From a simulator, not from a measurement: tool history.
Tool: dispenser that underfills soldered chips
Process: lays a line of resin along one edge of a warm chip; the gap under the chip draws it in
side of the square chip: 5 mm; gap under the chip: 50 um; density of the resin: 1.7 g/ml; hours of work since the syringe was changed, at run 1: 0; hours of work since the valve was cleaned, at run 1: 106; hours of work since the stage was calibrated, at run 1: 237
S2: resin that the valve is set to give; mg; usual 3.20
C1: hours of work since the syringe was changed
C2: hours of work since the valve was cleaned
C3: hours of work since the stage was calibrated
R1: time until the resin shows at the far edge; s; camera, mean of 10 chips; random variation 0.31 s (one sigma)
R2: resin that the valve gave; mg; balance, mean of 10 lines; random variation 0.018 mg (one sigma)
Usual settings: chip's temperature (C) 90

Run 1, hour 0.0: usual settings; C1 0; C2 106; C3 237. Result: R1 8.0 s, R2 2.91 mg.
Run 2, hour 4.8: usual settings; C1 4; C2 110; C3 240. Result: R1 9.1 s, R2 2.92 mg.
Run 3, hour 10.3: usual settings; C1 8; C2 114; C3 244. Result: R1 12.8 s, R2 2.89 mg.
At hour 14.4: new syringe of resin.
At hour 15.4: dispensing valve cleaned and set on the balance.
Run 4, hour 21.6: usual settings; C1 5; C2 5; C3 252. Result: R1 10.0 s, R2 3.17 mg.
Run 5, hour 29.7: usual settings; C1 11; C2 11; C3 258. Result: R1 14.3 s, R2 3.18 mg.
At hour 30.7: new syringe of resin.
Run 6, hour 37.9: usual settings but S2 3.35 mg; C1 6; C2 17; C3 264. Result: R1 10.6 s, R2 3.32 mg.
At hour 45.6: new syringe of resin.
Run 7, hour 46.7: usual settings; C1 1; C2 24; C3 271. Result: R1 8.4 s, R2 3.18 mg.
Run 8, hour 55.2: usual settings; C1 7; C2 30; C3 277. Result: R1 11.7 s, R2 3.12 mg.
At hour 60.8: new syringe of resin.
Run 9, hour 64.3: usual settings; C1 3; C2 37; C3 284. Result: R1 8.7 s, R2 3.12 mg.
Run 10, hour 74.6: usual settings but chip's temperature (C) 80; C1 11; C2 45; C3 292. Result: R1 23.1 s, R2 3.07 mg.
At hour 76.2: new syringe of resin.
Run 11, hour 82.0: usual settings but chip's temperature (C) 76; C1 4; C2 50; C3 297. Result: R1 19.5 s, R2 3.08 mg.
Run 12, hour 88.7: usual settings; C1 10; C2 55; C3 303. Result: R1 12.9 s, R2 3.03 mg.
At hour 91.6: new syringe of resin.
Run 13, hour 95.3: usual settings; C1 3; C2 60; C3 307. Result: R1 9.4 s, R2 3.05 mg.
Run 14, hour 100.2: usual settings; C1 7; C2 64; C3 311. Result: R1 11.2 s, R2 3.03 mg.
Run 15, hour 104.9: usual settings; C1 10; C2 67; C3 315. Result: R1 13.7 s, R2 3.03 mg.
At hour 106.6: new syringe of resin.
Run 16, hour 109.7: usual settings but chip's temperature (C) 97; C1 2; C2 71; C3 318. Result: R1 6.8 s, R2 3.00 mg.
Run 17, hour 114.7: usual settings but chip's temperature (C) 97; C1 6; C2 75; C3 322. Result: R1 8.1 s, R2 3.03 mg.
At hour 121.6: new syringe of resin.
Run 18, hour 125.5: usual settings but chip's temperature (C) 97; C1 3; C2 83; C3 330. Result: R1 6.0 s, R2 2.97 mg.
Run 19, hour 134.1: usual settings but chip's temperature (C) 75, S2 3.99 mg; C1 10; C2 89; C3 337. Result: R1 27.4 s, R2 3.66 mg.
At hour 137.1: new syringe of resin.
Run 20, hour 138.9: usual settings but chip's temperature (C) 82, S2 3.05 mg; C1 1; C2 93; C3 340. Result: R1 11.8 s, R2 2.78 mg.
Run 21, hour 145.7: usual settings but chip's temperature (C) 101, S2 3.05 mg; C1 7; C2 98; C3 345. Result: R1 6.1 s, R2 2.78 mg.
At hour 152.6: new syringe of resin.
Run 22, hour 156.8: usual settings but chip's temperature (C) 94, S2 2.81 mg; C1 3; C2 106; C3 353. Result: R1 8.1 s, R2 2.56 mg.
Run 23, hour 164.2: usual settings but chip's temperature (C) 81, S2 4.02 mg; C1 9; C2 112; C3 359. Result: R1 19.5 s, R2 3.61 mg.
At hour 167.9: new syringe of resin.
Run 24, hour 170.3: usual settings but chip's temperature (C) 78, S2 2.97 mg; C1 2; C2 116; C3 364. Result: R1 15.8 s, R2 2.68 mg.
At hour 172.2: dispensing valve cleaned and set on the balance.
Run 25, hour 178.1: usual settings but chip's temperature (C) 81, S2 2.97 mg; C1 7; C2 5; C3 369. Result: R1 18.0 s, R2 2.97 mg.
At hour 183.8: new syringe of resin.
Run 26, hour 184.0: usual settings but chip's temperature (C) 81, S2 2.97 mg; C1 0; C2 9; C3 373. Result: R1 11.4 s, R2 2.94 mg.
Run 27, hour 192.7: usual settings but S2 3.16 mg; C1 7; C2 15; C3 380. Result: R1 10.9 s, R2 3.14 mg.
At hour 198.6: new syringe of resin.
Run 28, hour 199.3: usual settings but chip's temperature (C) 83, S2 2.76 mg; C1 1; C2 20; C3 385. Result: R1 10.8 s, R2 2.68 mg.
Run 29, hour 209.2: usual settings but chip's temperature (C) 85, S2 3.63 mg; C1 8; C2 28; C3 392. Result: R1 15.3 s, R2 3.56 mg.
At hour 213.8: new syringe of resin.
Run 30, hour 214.9: usual settings but chip's temperature (C) 85, S2 3.63 mg; C1 1; C2 32; C3 396. Result: R1 10.2 s, R2 3.51 mg.
Run 31, hour 225.3: usual settings but chip's temperature (C) 85, S2 3.63 mg; C1 9; C2 40; C3 404. Result: R1 16.0 s, R2 3.51 mg.
At hour 229.0: new syringe of resin.
Run 32, hour 234.9: usual settings but chip's temperature (C) 85, S2 3.63 mg; C1 4; C2 47; C3 411. Result: R1 12.1 s, R2 3.49 mg.
Run 33, hour 242.8: usual settings but chip's temperature (C) 85, S2 3.63 mg; C1 11; C2 53; C3 417. Result: R1 17.4 s, R2 3.47 mg.
At hour 244.1: new syringe of resin.
Run 34, hour 249.0: usual settings but chip's temperature (C) 85, S2 3.63 mg; C1 4; C2 58; C3 422. Result: R1 11.9 s, R2 3.45 mg.
Run 35, hour 257.1: usual settings but chip's temperature (C) 85, S2 3.63 mg; C1 10; C2 64; C3 428. Result: R1 17.3 s, R2 3.43 mg.

3 ways to go on from here, each from the tool as it stands after run 35. What would each give?
At hour 259.1: new syringe of resin.
Run A, hour 263.7: usual settings but chip's temperature (C) 75, S2 2.77 mg; C1 3; C2 69; C3 433. Result: R1 ?, R2 ?.
At hour 259.1: new syringe of resin.
Run B, hour 263.7: usual settings but chip's temperature (C) 101, S2 3.15 mg; C1 3; C2 69; C3 433. Result: R1 ?, R2 ?.
At hour 259.1: new syringe of resin.
Run C, hour 263.7: usual settings but chip's temperature (C) 97, S2 3.58 mg; C1 3; C2 69; C3 433. Result: R1 ?, R2 ?.

run    R1    R2
  A  20.8  2.59
  B   6.3  2.97
  C   6.9  3.36
Without the tool's hidden state the same runs would have given:
run    R1    R2
  A  17.6  2.76
  B   5.5  3.17
  C   5.9  3.58

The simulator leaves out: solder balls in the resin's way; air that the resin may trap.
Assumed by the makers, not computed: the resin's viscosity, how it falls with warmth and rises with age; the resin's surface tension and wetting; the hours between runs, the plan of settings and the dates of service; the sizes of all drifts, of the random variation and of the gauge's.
